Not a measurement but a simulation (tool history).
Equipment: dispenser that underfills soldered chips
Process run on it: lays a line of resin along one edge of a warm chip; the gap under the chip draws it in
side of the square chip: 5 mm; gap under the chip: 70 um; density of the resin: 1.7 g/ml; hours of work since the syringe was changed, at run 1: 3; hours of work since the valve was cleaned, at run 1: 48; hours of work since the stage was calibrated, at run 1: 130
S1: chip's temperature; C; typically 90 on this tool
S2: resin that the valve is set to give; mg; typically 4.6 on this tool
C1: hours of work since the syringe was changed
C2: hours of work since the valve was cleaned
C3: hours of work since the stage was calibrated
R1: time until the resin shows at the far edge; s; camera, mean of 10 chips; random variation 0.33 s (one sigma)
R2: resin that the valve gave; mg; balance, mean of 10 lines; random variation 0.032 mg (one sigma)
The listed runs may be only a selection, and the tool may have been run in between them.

run	hour	S1	S2	C1	C2	C3	R1	R2
1	0	90	4.6	3	48	130	17.6	4.48
2	4.8	79	4.6	6	52	133	34.1	4.49
# hour 5.8: new syringe of resin
3	7.8	79	4.6	1	54	135	22.8	4.5
4	12.9	90	4.6	5	57	139	21.3	4.43
# hour 15.2: new syringe of resin
5	16.7	90	4.05	1	60	141	16.4	3.95
6	22.2	102	4.6	5	64	145	15.2	4.41
# hour 24.6: new syringe of resin
7	26.9	90	4.6	2	67	148	16.1	4.48
8	31.2	90	5.6	5	70	151	19.8	5.35
# hour 34.2: new syringe of resin
9	34.2	90	5.6	0	72	153	14.8	5.4
10	39.2	90	4.6	4	76	157	19.9	4.39
11	42.7	90	4.6	6	78	160	24.2	4.39
# hour 43.5: new syringe of resin
12	45.8	90	4.6	2	80	162	15.6	4.39
13	51.4	90	4.6	6	84	166	22.7	4.42
# hour 53: new syringe of resin
14	55.8	90	4.6	2	87	169	16.7	4.36
15	58.5	101	4.6	4	89	171	13.9	4.36
# hour 62.6: new syringe of resin
16	63.7	89	4.6	1	93	174	15.5	4.36
17	69.2	89	4.6	5	97	178	20.9	4.37
# hour 72.2: new syringe of resin
18	75.4	89	4.6	2	101	182	17	4.37
19	78.4	89	4.6	5	103	185	20.8	4.27
# hour 81.7: new syringe of resin
20	83.1	90	5.39	1	106	188	15.2	5.06

Run 21 is up next; what results do you expect?
21	88.2	90	5.39	5	110	191	?	?

R1: 20.3 s
R2: 5.01 mg
The same run, on a tool lacking any hidden state, would have yielded R1 14.3 s, R2 5.36 mg.
